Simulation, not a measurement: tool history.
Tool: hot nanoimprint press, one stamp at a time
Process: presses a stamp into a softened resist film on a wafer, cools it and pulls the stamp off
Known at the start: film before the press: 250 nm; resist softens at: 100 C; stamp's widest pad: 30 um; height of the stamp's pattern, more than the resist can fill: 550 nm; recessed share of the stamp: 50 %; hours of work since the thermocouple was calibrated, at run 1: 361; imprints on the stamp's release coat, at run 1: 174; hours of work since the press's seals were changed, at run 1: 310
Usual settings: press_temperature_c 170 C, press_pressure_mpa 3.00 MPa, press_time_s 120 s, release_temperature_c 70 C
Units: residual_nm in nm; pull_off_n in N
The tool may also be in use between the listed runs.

run   hour  press_temperature_c  press_pressure_mpa  press_time_s  release_temperature_c  hours of work since the thermocouple was calibrated  imprints on the stamp's release coat  hours of work since the press's seals were changed  residual_nm  pull_off_n
  1    0.0                  170                3.00           120                     70                                                  361                                   174                                                 310        143.2         199
  2   18.5                  170                3.00           120                     70                                                  374                                   213                                                 322        142.7         202
  3   45.0                  170                3.00           120                     70                                                  391                                   270                                                 340        143.4         201
  4   61.6                  175                3.00           120                     70                                                  403                                   305                                                 351        115.9         197
  5   85.0                  170                2.75           120                     70                                                  418                                   355                                                 367        147.5         201
  6  107.1                  170                2.75           120                     70                                                  433                                   403                                                 382        147.3         195
  7  130.2                  170                3.27           120                     70                                                  449                                   452                                                 397        138.8         203
  8  145.5                  170                3.27           120                     70                                                  459                                   485                                                 408        139.0         198
  9  157.8                  170                3.00           120                     74                                                  467                                   511                                                 416        142.4         172
     171.2  -- plate thermocouple calibrated
 10  174.4                  170                3.00           120                     74                                                    2                                   540                                                 425        143.0         180
 11  195.2                  170                3.00           120                     74                                                   16                                   585                                                 439        143.3         186
 12  211.1                  170                3.00           120                     74                                                   27                                   619                                                 450        142.8         182
 13  235.3                  170                3.00           120                     74                                                   43                                   670                                                 466        142.8         173
 14  259.4                  170                3.00           120                     70                                                   59                                   722                                                 482        142.7         194
 15  278.7                  170                3.00           120                     70                                                   72                                   763                                                 495        143.0         205
 16  296.4                  171                4.14           118                     65                                                   84                                   801                                                 507        122.6         232
     307.8  -- press's hydraulic seals changed and the load cell set to zero
 17  327.0                  174                3.00           169                     70                                                   99                                   850                                                  13        105.9         202
 18  344.3                  174                3.00           169                     70                                                  111                                   887                                                  24        105.5         206
 19  368.6                  180                3.00           120                     70                                                  127                                   938                                                  41         92.8         203
 20  387.8                  180                3.00           120                     70                                                  140                                   980                                                  54         92.8         207
 21  403.4                  171                2.25           120                     70                                                  150                                  1013                                                  64        151.5         205
 22  420.1                  181                3.63           216                     58                                                  162                                  1049                                                  75         62.3         267
 23  437.1                  162                2.09           120                     70                                                  173                                  1085                                                  87        203.8         206
 24  454.9                  160                3.00           120                     56                                                  185                                  1123                                                  99        200.6         290
 25  481.0                  160                3.00           120                     56                                                  203                                  1179                                                 116        201.6         286
 26  498.2                  165                2.34            71                     74                                                  214                                  1216                                                 128        203.4         184
 27  519.2                  170                2.47           120                     65                                                  228                                  1261                                                 142        152.4         231
 28  538.8                  170                2.47           120                     65                                                  241                                  1302                                                 155        152.7         232
 29  562.8                  180                2.47           111                     65                                                  257                                  1354                                                 171        104.0         234

Forecast each of these 3 alternatives for the next run:
  A  587.6                  162                2.89           120                     70                                                  274                                  1407                                                 188            ?           ?
  B  587.6                  177                2.06           194                     65                                                  274                                  1407                                                 188            ?           ?
  C  587.6                  180                2.72           181                     77                                                  274                                  1407                                                 188            ?           ?

run  residual_nm  pull_off_n
  A        192.2         204
  B        102.3         237
  C         80.7         169
Without the tool's hidden state the same runs would have given:
run  residual_nm  pull_off_n
  A        192.2         203
  B        102.2         236
  C         80.7         168

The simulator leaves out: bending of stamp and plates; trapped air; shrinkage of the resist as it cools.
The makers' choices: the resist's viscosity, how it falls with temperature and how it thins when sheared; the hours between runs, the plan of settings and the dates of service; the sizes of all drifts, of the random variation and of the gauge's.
